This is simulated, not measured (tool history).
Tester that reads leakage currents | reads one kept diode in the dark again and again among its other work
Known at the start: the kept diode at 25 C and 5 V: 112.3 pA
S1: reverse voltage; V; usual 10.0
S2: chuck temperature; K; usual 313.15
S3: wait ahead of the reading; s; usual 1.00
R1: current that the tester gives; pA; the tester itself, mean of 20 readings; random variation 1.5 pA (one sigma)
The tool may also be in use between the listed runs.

run      day    S1      S2    S3       R1
  1    0.000  10.0  313.15  1.00   544.18
       1.158  -- probe card cleaned and baked
       4.696  -- tester calibrated
       7.100  -- chuck's temperature calibrated
  2    7.425  10.0  313.15  1.00   497.38
  3   13.717   2.5  313.15  1.00   325.51
  4   19.712  10.0  313.15  1.00   503.95
  5   23.608  10.0  321.15  1.00   954.11
  6   27.758  10.0  321.15  1.00   954.30
  7   35.388  10.0  321.15  1.00   970.52
  8   39.954  10.0  321.15  1.00   976.48
  9   48.217  10.0  294.15  1.00   108.36
 10   55.408   1.9  313.15  1.00   318.51
 11   59.421   1.9  313.15  1.00   322.01
      64.854  -- chuck's temperature calibrated
 12   66.454  10.0  312.15  1.00   460.74
 13   71.975  10.0  313.15  6.42   500.76
 14   75.858  10.0  313.15  1.00   506.50
 15   82.875  10.0  313.15  1.00   513.37
 16   86.738   7.8  295.15  4.52   105.30
 17   93.308  10.0  301.15  4.50   192.98
 18   97.729  10.0  306.15  1.00   296.97
 19  105.246  14.1  330.15  0.35  2128.07
 20  113.017  14.1  300.15  0.35   213.49
 21  119.096  10.6  294.15  1.20   114.60
     121.712  -- probe card cleaned and baked
     122.842  -- chuck's temperature calibrated
 22  123.812   5.0  297.15  5.71   101.44
 23  128.288   3.1  324.15  0.58   811.04
 24  133.679   3.1  324.15  0.58   816.45
 25  138.950   3.1  324.15  0.58   815.54
 26  143.233   3.1  324.15  0.58   829.28
 27  149.975   8.5  303.15  1.00   213.50
 28  155.654   8.5  303.15  1.00   216.24
 29  159.529   3.8  303.15  0.35   170.69

The same runs without the tool's hidden state, with the same run-to-run variation:
The hidden state here: stray current of the dirty probe card, pA a volt; current scale over the true one, %; true chuck temperature over the reading, C; drift of the gauge itself on leakage_pa, %.
run       R1
  1   496.41
  2   498.42
  3   323.20
  4   494.85
  5   932.70
  6   927.66
  7   933.29
  8   932.65
  9    99.60
 10   296.33
 11   297.47
 12   459.04
 13   494.99
 14   497.52
 15   498.42
 16    99.24
 17   181.36
 18   279.58
 19  2018.42
 20   192.92
 21   100.50
 22   102.95
 23   817.32
 24   816.09
 25   808.84
 26   817.42
 27   206.57
 28   207.01
 29   162.68
